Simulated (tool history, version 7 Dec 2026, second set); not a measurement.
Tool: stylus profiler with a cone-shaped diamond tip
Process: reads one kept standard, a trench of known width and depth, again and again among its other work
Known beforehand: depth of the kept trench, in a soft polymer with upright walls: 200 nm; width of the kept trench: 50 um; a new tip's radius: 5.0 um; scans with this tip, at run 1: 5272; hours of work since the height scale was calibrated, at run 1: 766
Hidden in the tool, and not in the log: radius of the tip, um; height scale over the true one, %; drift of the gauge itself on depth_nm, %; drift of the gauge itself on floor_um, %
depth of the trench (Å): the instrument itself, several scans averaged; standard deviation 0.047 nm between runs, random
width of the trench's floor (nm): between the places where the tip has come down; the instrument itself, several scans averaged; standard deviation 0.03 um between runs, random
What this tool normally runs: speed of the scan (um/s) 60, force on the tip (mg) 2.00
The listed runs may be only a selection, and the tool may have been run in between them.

| run | hour | speed of the scan (um/s) | force on the tip (mg) | scans with this tip | hours of work since the height scale was calibrated | depth of the trench (Å) | width of the trench's floor (nm) |
|---|---|---|---|---|---|---|---|
| 1 | 0.0 | 60 | 2.00 | 5272 | 766 | 2017.9 | 46250 |
| 2 | 56.5 | 60 | 2.00 | 5441 | 791 | 2018.9 | 46250 |
| 3 | 117.9 | 40 | 2.00 | 5624 | 818 | 2018.2 | 46290 |
| 4 | 176.5 | 40 | 2.00 | 5799 | 843 | 2019.2 | 46290 |
| 5 | 216.2 | 19 | 2.00 | 5917 | 860 | 2018.5 | 46370 |
| 6 | 249.6 | 19 | 2.71 | 6017 | 875 | 2022.3 | 46360 |
| 7 | 282.6 | 60 | 2.00 | 6115 | 889 | 2018.4 | 46130 |
| 8 | 317.5 | 100 | 2.00 | 6220 | 904 | 2019.1 | 45870 |
| 9 | 351.2 | 100 | 2.00 | 6320 | 919 | 2018.9 | 45940 |
| 10 | 402.5 | 100 | 2.00 | 6473 | 941 | 2019.5 | 45860 |
| 11 | 441.3 | 100 | 2.00 | 6589 | 958 | 2019.7 | 45820 |
| 12 | 491.0 | 100 | 2.00 | 6737 | 979 | 2019.1 | 45860 |
| 13 | 549.1 | 60 | 1.77 | 6911 | 1005 | 2018.0 | 46060 |
|  | 554.4 | height scale calibrated on a step standard |
| 14 | 610.7 | 60 | 2.00 | 7093 | 24 | 2019.9 | 46020 |
| 15 | 644.5 | 60 | 2.00 | 7194 | 39 | 2020.2 | 46020 |
| 16 | 700.9 | 16 | 2.74 | 7362 | 64 | 2024.0 | 46310 |
| 17 | 746.9 | 16 | 1.73 | 7500 | 84 | 2019.2 | 46240 |
| 18 | 786.9 | 42 | 3.20 | 7619 | 101 | 2026.6 | 46140 |
| 19 | 812.9 | 129 | 2.39 | 7697 | 112 | 2022.9 | 45600 |
| 20 | 849.9 | 24 | 1.03 | 7807 | 128 | 2016.2 | 46110 |
|  | 895.3 | height scale calibrated on a step standard, once more |
| 21 | 907.6 | 22 | 2.00 | 7978 | 5 | 2013.6 | 46160 |
| 22 | 962.3 | 168 | 0.75 | 8141 | 29 | 2006.9 | 44690 |

What will run 23 give?
| 23 | 1015.1 | 85 | 0.76 | 8299 | 52 | ? | ? |

Run 23 came out at depth of the trench (Å) 2007.7, width of the trench's floor (nm) 45530.
On a tool with no hidden condition, and with the same random variation, this run would have come out at depth of the trench (Å) 2008.0, width of the trench's floor (nm) 46460.
